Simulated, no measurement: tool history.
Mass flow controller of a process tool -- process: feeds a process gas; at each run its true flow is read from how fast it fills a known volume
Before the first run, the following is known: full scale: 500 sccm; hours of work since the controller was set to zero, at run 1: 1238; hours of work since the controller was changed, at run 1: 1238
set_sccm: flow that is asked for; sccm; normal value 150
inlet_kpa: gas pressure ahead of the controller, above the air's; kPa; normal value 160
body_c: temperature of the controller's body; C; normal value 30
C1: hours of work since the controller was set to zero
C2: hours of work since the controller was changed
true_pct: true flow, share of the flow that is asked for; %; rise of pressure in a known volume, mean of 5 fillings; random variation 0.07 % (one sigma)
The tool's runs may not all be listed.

run 1 hour=0.0 | set_sccm=150 inlet_kpa=160 body_c=30 | C1=1238 C2=1238 | true_pct=98.99
run 2 hour=97.3 | set_sccm=302 inlet_kpa=160 body_c=30 | C1=1271 C2=1271 | true_pct=99.25
run 3 hour=257.9 | set_sccm=302 inlet_kpa=160 body_c=30 | C1=1324 C2=1324 | true_pct=99.40
run 4 hour=333.4 | set_sccm=302 inlet_kpa=160 body_c=30 | C1=1349 C2=1349 | true_pct=99.50
run 5 hour=411.5 | set_sccm=150 inlet_kpa=160 body_c=30 | C1=1375 C2=1375 | true_pct=99.03
run 6 hour=511.5 | set_sccm=150 inlet_kpa=160 body_c=30 | C1=1409 C2=1409 | true_pct=99.05
run 7 hour=607.4 | set_sccm=142 inlet_kpa=160 body_c=30 | C1=1440 C2=1440 | true_pct=98.96
run 8 hour=760.7 | set_sccm=150 inlet_kpa=216 body_c=30 | C1=1491 C2=1491 | true_pct=98.68
run 9 hour=871.8 | set_sccm=150 inlet_kpa=160 body_c=30 | C1=1528 C2=1528 | true_pct=99.07
run 10 hour=1020.7 | set_sccm=150 inlet_kpa=160 body_c=30 | C1=1578 C2=1578 | true_pct=99.08
run 11 hour=1178.3 | set_sccm=150 inlet_kpa=160 body_c=30 | C1=1630 C2=1630 | true_pct=98.99
run 12 hour=1273.4 | set_sccm=150 inlet_kpa=220 body_c=30 | C1=1662 C2=1662 | true_pct=98.69
run 13 hour=1433.0 | set_sccm=150 inlet_kpa=160 body_c=26 | C1=1715 C2=1715 | true_pct=99.47
run 14 hour=1519.3 | set_sccm=150 inlet_kpa=160 body_c=26 | C1=1744 C2=1744 | true_pct=99.52
run 15 hour=1603.7 | set_sccm=150 inlet_kpa=160 body_c=30 | C1=1772 C2=1772 | true_pct=98.90
run 16 hour=1684.0 | set_sccm=150 inlet_kpa=160 body_c=30 | C1=1799 C2=1799 | true_pct=99.15
run 17 hour=1769.8 | set_sccm=150 inlet_kpa=160 body_c=30 | C1=1827 C2=1827 | true_pct=99.06
run 18 hour=1901.6 | set_sccm=150 inlet_kpa=160 body_c=30 | C1=1871 C2=1871 | true_pct=99.08
run 19 hour=1976.9 | set_sccm=150 inlet_kpa=160 body_c=30 | C1=1896 C2=1896 | true_pct=98.97
run 20 hour=2106.3 | set_sccm=266 inlet_kpa=231 body_c=40 | C1=1939 C2=1939 | true_pct=97.77
run 21 hour=2243.1 | set_sccm=73 inlet_kpa=143 body_c=30 | C1=1984 C2=1984 | true_pct=98.90
run 22 hour=2361.5 | set_sccm=308 inlet_kpa=234 body_c=22 | C1=2024 C2=2024 | true_pct=99.57
run 23 hour=2520.3 | set_sccm=308 inlet_kpa=234 body_c=22 | C1=2077 C2=2077 | true_pct=99.73
run 24 hour=2676.8 | set_sccm=308 inlet_kpa=234 body_c=22 | C1=2129 C2=2129 | true_pct=99.58
run 25 hour=2747.6 | set_sccm=150 inlet_kpa=216 body_c=34 | C1=2152 C2=2152 | true_pct=98.27
run 26 hour=2845.4 | set_sccm=150 inlet_kpa=233 body_c=22 | C1=2185 C2=2185 | true_pct=99.22
run 27 hour=2971.7 | set_sccm=114 inlet_kpa=160 body_c=31 | C1=2227 C2=2227 | true_pct=98.87
run 28 hour=3060.6 | set_sccm=273 inlet_kpa=208 body_c=39 | C1=2256 C2=2256 | true_pct=98.07
run 29 hour=3189.4 | set_sccm=250 inlet_kpa=236 body_c=29 | C1=2299 C2=2299 | true_pct=98.73
run 30 hour=3296.1 | set_sccm=71 inlet_kpa=256 body_c=29 | C1=2335 C2=2335 | true_pct=98.25
run 31 hour=3390.1 | set_sccm=71 inlet_kpa=152 body_c=25 | C1=2366 C2=2366 | true_pct=99.55
run 32 hour=3494.9 | set_sccm=66 inlet_kpa=165 body_c=25 | C1=2401 C2=2401 | true_pct=99.27
run 33 hour=3650.6 | set_sccm=50 inlet_kpa=160 body_c=30 | C1=2453 C2=2453 | true_pct=98.87
run 34 hour=3819.1 | set_sccm=165 inlet_kpa=140 body_c=38 | C1=2509 C2=2509 | true_pct=98.50
run 35 hour=3933.3 | set_sccm=165 inlet_kpa=140 body_c=38 | C1=2547 C2=2547 | true_pct=98.38
run 36 hour=4029.0 | set_sccm=165 inlet_kpa=206 body_c=20 | C1=2578 C2=2578 | true_pct=99.72
run 37 hour=4176.2 | set_sccm=165 inlet_kpa=206 body_c=20 | C1=2627 C2=2627 | true_pct=99.80

Here are 3 independent what-if runs from the current tool condition. What would each one return?
run A hour=4298.7 | set_sccm=488 inlet_kpa=174 body_c=25 | C1=2668 C2=2668 | true_pct=?
run B hour=4298.7 | set_sccm=189 inlet_kpa=230 body_c=32 | C1=2668 C2=2668 | true_pct=?
run C hour=4298.7 | set_sccm=150 inlet_kpa=148 body_c=30 | C1=2668 C2=2668 | true_pct=?

run=A true_pct=100.24
run=B true_pct=98.25
run=C true_pct=99.30
Without the tool's unlogged condition, the same runs would have read:
run=A true_pct=100.24
run=B true_pct=98.26
run=C true_pct=99.31

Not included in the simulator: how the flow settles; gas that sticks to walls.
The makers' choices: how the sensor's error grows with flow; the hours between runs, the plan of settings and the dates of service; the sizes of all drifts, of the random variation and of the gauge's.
